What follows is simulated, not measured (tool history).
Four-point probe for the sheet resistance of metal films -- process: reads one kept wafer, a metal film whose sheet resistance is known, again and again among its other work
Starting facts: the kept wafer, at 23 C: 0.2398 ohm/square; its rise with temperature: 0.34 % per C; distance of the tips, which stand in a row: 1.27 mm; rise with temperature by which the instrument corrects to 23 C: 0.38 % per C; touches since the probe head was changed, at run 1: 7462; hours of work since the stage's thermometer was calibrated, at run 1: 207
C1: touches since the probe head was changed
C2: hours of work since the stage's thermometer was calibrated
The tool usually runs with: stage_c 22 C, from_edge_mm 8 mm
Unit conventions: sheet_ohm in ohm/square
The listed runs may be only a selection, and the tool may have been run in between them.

run 1 hour=0 | stage_c=22 from_edge_mm=8 | C1=7462 C2=207 | sheet_ohm=0.243105
run 2 hour=9.6 | stage_c=22 from_edge_mm=8 | C1=7836 C2=214 | sheet_ohm=0.243137
run 3 hour=23.6 | stage_c=22 from_edge_mm=8 | C1=8385 C2=225 | sheet_ohm=0.243095
run 4 hour=32.6 | stage_c=22 from_edge_mm=8 | C1=8735 C2=231 | sheet_ohm=0.243151
run 5 hour=43.2 | stage_c=22 from_edge_mm=8 | C1=9149 C2=239 | sheet_ohm=0.243157
run 6 hour=57.4 | stage_c=22 from_edge_mm=8 | C1=9702 C2=249 | sheet_ohm=0.243082
run 7 hour=72.9 | stage_c=22 from_edge_mm=8 | C1=10309 C2=261 | sheet_ohm=0.243128
run 8 hour=86.8 | stage_c=22 from_edge_mm=8 | C1=10851 C2=271 | sheet_ohm=0.243037
run 9 hour=95.5 | stage_c=22 from_edge_mm=8 | C1=11191 C2=277 | sheet_ohm=0.243118
run 10 hour=110.3 | stage_c=22 from_edge_mm=8 | C1=11767 C2=288 | sheet_ohm=0.243129
run 11 hour=121.9 | stage_c=22 from_edge_mm=8 | C1=12220 C2=296 | sheet_ohm=0.243186
run 12 hour=138.9 | stage_c=22 from_edge_mm=8 | C1=12887 C2=309 | sheet_ohm=0.24312
run 13 hour=154.9 | stage_c=21 from_edge_mm=8 | C1=13509 C2=320 | sheet_ohm=0.243267
run 14 hour=168.9 | stage_c=22 from_edge_mm=8 | C1=14056 C2=331 | sheet_ohm=0.243157
run 15 hour=176.5 | stage_c=25 from_edge_mm=17 | C1=14354 C2=336 | sheet_ohm=0.240317
run 16 hour=193.4 | stage_c=23 from_edge_mm=25 | C1=15014 C2=348 | sheet_ohm=0.240114
run 17 hour=205.1 | stage_c=23 from_edge_mm=25 | C1=15470 C2=357 | sheet_ohm=0.240199
run 18 hour=220.2 | stage_c=26 from_edge_mm=10 | C1=16061 C2=368 | sheet_ohm=0.241646
run 19 hour=228.8 | stage_c=26 from_edge_mm=10 | C1=16394 C2=374 | sheet_ohm=0.241514
run 20 hour=242.3 | stage_c=26 from_edge_mm=10 | C1=16923 C2=384 | sheet_ohm=0.241744
run 21 hour=250.1 | stage_c=30 from_edge_mm=5 | C1=17227 C2=390 | sheet_ohm=0.247134
run 22 hour=259.6 | stage_c=30 from_edge_mm=5 | C1=17599 C2=397 | sheet_ohm=0.247293
run 23 hour=267.6 | stage_c=22 from_edge_mm=3 | C1=17909 C2=402 | sheet_ohm=0.260916
run 24 hour=281.4 | stage_c=24 from_edge_mm=8 | C1=18449 C2=413 | sheet_ohm=0.242871
run 25 hour=289.7 | stage_c=24 from_edge_mm=8 | C1=18773 C2=419 | sheet_ohm=0.242988
run 26 hour=298 | stage_c=21 from_edge_mm=57 | C1=19099 C2=425 | sheet_ohm=0.239989
run 27 hour=312.5 | stage_c=19 from_edge_mm=6 | C1=19662 C2=435 | sheet_ohm=0.245858

5 ways to go on from here, each from the tool as it stands after run 27. What would each give?
run A hour=325.2 | stage_c=23 from_edge_mm=35 | C1=20158 C2=444 | sheet_ohm=?
run B hour=325.2 | stage_c=34 from_edge_mm=54 | C1=20158 C2=444 | sheet_ohm=?
run C hour=325.2 | stage_c=26 from_edge_mm=15 | C1=20158 C2=444 | sheet_ohm=?
run D hour=325.2 | stage_c=27 from_edge_mm=67 | C1=20158 C2=444 | sheet_ohm=?
run E hour=325.2 | stage_c=25 from_edge_mm=5 | C1=20158 C2=444 | sheet_ohm=?

run=A sheet_ohm=0.239958
run=B sheet_ohm=0.238934
run=C sheet_ohm=0.240437
run=D sheet_ohm=0.239399
run=E sheet_ohm=0.247682
Without the tool's hidden state the same runs would have given:
run=A sheet_ohm=0.239951
run=B sheet_ohm=0.238927
run=C sheet_ohm=0.24043
run=D sheet_ohm=0.239392
run=E sheet_ohm=0.247675
